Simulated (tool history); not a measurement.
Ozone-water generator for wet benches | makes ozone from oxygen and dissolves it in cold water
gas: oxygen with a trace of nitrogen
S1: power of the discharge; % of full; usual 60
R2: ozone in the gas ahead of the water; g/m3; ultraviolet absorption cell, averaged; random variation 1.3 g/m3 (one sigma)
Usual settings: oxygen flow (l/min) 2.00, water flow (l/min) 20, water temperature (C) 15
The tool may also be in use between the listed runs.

run 1 day=0.000 | S1=60 oxygen_flow_(l/min)=2.00 water_flow_(l/min)=20 water_temperature_(C)=15 | dissolved_ozone_(ppm)=14.8 R2=233.4
run 2 day=3.517 | S1=60 oxygen_flow_(l/min)=2.00 water_flow_(l/min)=20 water_temperature_(C)=15 | dissolved_ozone_(ppm)=14.9 R2=232.4
run 3 day=11.396 | S1=60 oxygen_flow_(l/min)=2.00 water_flow_(l/min)=20 water_temperature_(C)=15 | dissolved_ozone_(ppm)=15.0 R2=233.8
run 4 day=15.862 | S1=60 oxygen_flow_(l/min)=2.00 water_flow_(l/min)=20 water_temperature_(C)=15 | dissolved_ozone_(ppm)=15.0 R2=233.6
run 5 day=22.421 | S1=60 oxygen_flow_(l/min)=2.00 water_flow_(l/min)=20 water_temperature_(C)=15 | dissolved_ozone_(ppm)=14.9 R2=233.6
run 6 day=27.200 | S1=60 oxygen_flow_(l/min)=2.00 water_flow_(l/min)=20 water_temperature_(C)=15 | dissolved_ozone_(ppm)=14.9 R2=232.6
run 7 day=34.429 | S1=60 oxygen_flow_(l/min)=2.00 water_flow_(l/min)=20 water_temperature_(C)=15 | dissolved_ozone_(ppm)=14.9 R2=232.2
run 8 day=38.958 | S1=60 oxygen_flow_(l/min)=2.00 water_flow_(l/min)=20 water_temperature_(C)=15 | dissolved_ozone_(ppm)=14.7 R2=234.8
run 9 day=46.862 | S1=97 oxygen_flow_(l/min)=2.00 water_flow_(l/min)=20 water_temperature_(C)=15 | dissolved_ozone_(ppm)=22.2 R2=342.2
run 10 day=52.971 | S1=60 oxygen_flow_(l/min)=2.00 water_flow_(l/min)=20 water_temperature_(C)=15 | dissolved_ozone_(ppm)=15.0 R2=235.9
run 11 day=56.512 | S1=60 oxygen_flow_(l/min)=2.00 water_flow_(l/min)=18 water_temperature_(C)=15 | dissolved_ozone_(ppm)=16.5 R2=235.4
run 12 day=62.788 | S1=60 oxygen_flow_(l/min)=2.00 water_flow_(l/min)=18 water_temperature_(C)=15 | dissolved_ozone_(ppm)=16.4 R2=233.5
run 13 day=70.000 | S1=60 oxygen_flow_(l/min)=2.00 water_flow_(l/min)=18 water_temperature_(C)=15 | dissolved_ozone_(ppm)=16.4 R2=237.6
run 14 day=73.454 | S1=70 oxygen_flow_(l/min)=3.38 water_flow_(l/min)=24 water_temperature_(C)=11 | dissolved_ozone_(ppm)=18.5 R2=225.0
run 15 day=77.929 | S1=60 oxygen_flow_(l/min)=2.14 water_flow_(l/min)=19 water_temperature_(C)=15 | dissolved_ozone_(ppm)=16.0 R2=230.9
-- day=84.800 water thermometer calibrated
run 16 day=84.979 | S1=46 oxygen_flow_(l/min)=3.45 water_flow_(l/min)=19 water_temperature_(C)=15 | dissolved_ozone_(ppm)=15.6 R2=159.1
-- day=90.233 contactor cleaned
run 17 day=92.254 | S1=46 oxygen_flow_(l/min)=3.45 water_flow_(l/min)=19 water_temperature_(C)=15 | dissolved_ozone_(ppm)=15.9 R2=159.9
run 18 day=100.104 | S1=46 oxygen_flow_(l/min)=3.18 water_flow_(l/min)=20 water_temperature_(C)=8 | dissolved_ozone_(ppm)=15.7 R2=165.9
run 19 day=106.754 | S1=60 oxygen_flow_(l/min)=2.45 water_flow_(l/min)=21 water_temperature_(C)=13 | dissolved_ozone_(ppm)=15.6 R2=222.9
run 20 day=113.888 | S1=46 oxygen_flow_(l/min)=2.45 water_flow_(l/min)=18 water_temperature_(C)=17 | dissolved_ozone_(ppm)=14.2 R2=177.8
run 21 day=118.088 | S1=46 oxygen_flow_(l/min)=2.45 water_flow_(l/min)=18 water_temperature_(C)=17 | dissolved_ozone_(ppm)=14.2 R2=181.7
run 22 day=125.233 | S1=46 oxygen_flow_(l/min)=2.45 water_flow_(l/min)=18 water_temperature_(C)=17 | dissolved_ozone_(ppm)=14.1 R2=178.0
run 23 day=130.888 | S1=46 oxygen_flow_(l/min)=1.00 water_flow_(l/min)=13 water_temperature_(C)=19 | dissolved_ozone_(ppm)=12.7 R2=235.7
run 24 day=137.921 | S1=46 oxygen_flow_(l/min)=1.00 water_flow_(l/min)=28 water_temperature_(C)=12 | dissolved_ozone_(ppm)=5.8 R2=236.7
run 25 day=141.225 | S1=60 oxygen_flow_(l/min)=1.26 water_flow_(l/min)=20 water_temperature_(C)=15 | dissolved_ozone_(ppm)=11.8 R2=273.6
run 26 day=148.079 | S1=60 oxygen_flow_(l/min)=1.26 water_flow_(l/min)=20 water_temperature_(C)=15 | dissolved_ozone_(ppm)=11.8 R2=273.4

Forecast each of these 4 alternatives for the next run:
run A day=152.429 | S1=60 oxygen_flow_(l/min)=3.55 water_flow_(l/min)=16 water_temperature_(C)=11 | dissolved_ozone_(ppm)=? R2=?
run B day=152.429 | S1=71 oxygen_flow_(l/min)=3.43 water_flow_(l/min)=20 water_temperature_(C)=9 | dissolved_ozone_(ppm)=? R2=?
run C day=152.429 | S1=60 oxygen_flow_(l/min)=2.00 water_flow_(l/min)=12 water_temperature_(C)=15 | dissolved_ozone_(ppm)=? R2=?
run D day=152.429 | S1=51 oxygen_flow_(l/min)=2.82 water_flow_(l/min)=15 water_temperature_(C)=15 | dissolved_ozone_(ppm)=? R2=?

run=A dissolved_ozone_(ppm)=23.7 R2=198.4
run=B dissolved_ozone_(ppm)=22.7 R2=231.1
run=C dissolved_ozone_(ppm)=23.7 R2=235.6
run=D dissolved_ozone_(ppm)=19.6 R2=184.7
Without the tool's hidden state the same runs would have given:
run=A dissolved_ozone_(ppm)=23.7 R2=194.9
run=B dissolved_ozone_(ppm)=22.8 R2=227.0
run=C dissolved_ozone_(ppm)=23.8 R2=231.4
run=D dissolved_ozone_(ppm)=19.6 R2=181.4

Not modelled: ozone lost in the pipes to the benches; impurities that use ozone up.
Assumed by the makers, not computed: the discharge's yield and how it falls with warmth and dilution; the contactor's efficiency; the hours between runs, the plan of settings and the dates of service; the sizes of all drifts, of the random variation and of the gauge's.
